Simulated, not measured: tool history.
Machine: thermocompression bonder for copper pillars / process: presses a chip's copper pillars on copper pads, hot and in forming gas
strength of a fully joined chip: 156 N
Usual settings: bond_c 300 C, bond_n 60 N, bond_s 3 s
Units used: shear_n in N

Run 1, day 0.000: usual settings. Result: shear_n 101.4 N.
Run 2, day 1.158: usual settings. Result: shear_n 101.2 N.
Run 3, day 1.879: usual settings. Result: shear_n 101.5 N.
Run 4, day 2.425: usual settings. Result: shear_n 101.8 N.
Run 5, day 3.217: usual settings. Result: shear_n 101.3 N.
Run 6, day 4.175: usual settings. Result: shear_n 101.2 N.
Run 7, day 4.912: usual settings. Result: shear_n 101.9 N.
Run 8, day 6.108: usual settings. Result: shear_n 101.5 N.
At day 6.267: heater calibrated with a thermocouple chip.
Run 9, day 7.188: usual settings. Result: shear_n 98.2 N.
Run 10, day 8.300: usual settings. Result: shear_n 97.9 N.
Run 11, day 8.871: usual settings. Result: shear_n 97.9 N.
Run 12, day 9.729: usual settings. Result: shear_n 98.2 N.
Run 13, day 10.462: usual settings. Result: shear_n 97.9 N.
Run 14, day 11.167: usual settings but bond_n 79 N. Result: shear_n 111.0 N.
Run 15, day 11.717: usual settings but bond_n 79 N. Result: shear_n 110.9 N.
Run 16, day 12.817: usual settings but bond_c 306 C, bond_n 52 N. Result: shear_n 94.7 N.
Run 17, day 13.433: usual settings but bond_c 285 C, bond_n 56 N, bond_s 2 s. Result: shear_n 74.2 N.
Run 18, day 14.533: usual settings but bond_c 285 C, bond_n 56 N, bond_s 5 s. Result: shear_n 99.7 N.
Run 19, day 15.438: usual settings but bond_c 285 C, bond_n 81 N, bond_s 2 s. Result: shear_n 91.9 N.
Run 20, day 15.992: usual settings but bond_c 285 C, bond_n 81 N, bond_s 2 s. Result: shear_n 90.9 N.
Run 21, day 17.146: usual settings but bond_c 319 C, bond_n 76 N, bond_s 2 s. Result: shear_n 108.6 N.
Run 22, day 17.871: usual settings but bond_c 319 C, bond_n 76 N, bond_s 2 s. Result: shear_n 109.0 N.
Run 23, day 18.396: usual settings but bond_c 273 C, bond_n 55 N, bond_s 2 s. Result: shear_n 66.7 N.
Run 24, day 19.242: usual settings but bond_c 273 C, bond_n 55 N, bond_s 2 s. Result: shear_n 67.6 N.
Run 25, day 20.408: usual settings but bond_c 273 C, bond_n 62 N, bond_s 7 s. Result: shear_n 106.5 N.
Run 26, day 21.342: usual settings but bond_c 273 C, bond_n 62 N, bond_s 7 s. Result: shear_n 107.0 N.

3 options for the next run, each taken on its own from the tool as it stands now. Forecast them:
Run A, day 21.917: usual settings but bond_c 280 C. Result: shear_n ?.
Run B, day 21.917: usual settings but bond_c 275 C, bond_n 53 N, bond_s 7 s. Result: shear_n ?.
Run C, day 21.917: usual settings but bond_c 299 C, bond_s 4 s. Result: shear_n ?.

run  shear_n
  A     85.1
  B    100.2
  C    104.7
Stripped of hidden state, with their random variation kept, the same runs would have yielded:
run  shear_n
  A     85.9
  B    101.4
  C    106.1

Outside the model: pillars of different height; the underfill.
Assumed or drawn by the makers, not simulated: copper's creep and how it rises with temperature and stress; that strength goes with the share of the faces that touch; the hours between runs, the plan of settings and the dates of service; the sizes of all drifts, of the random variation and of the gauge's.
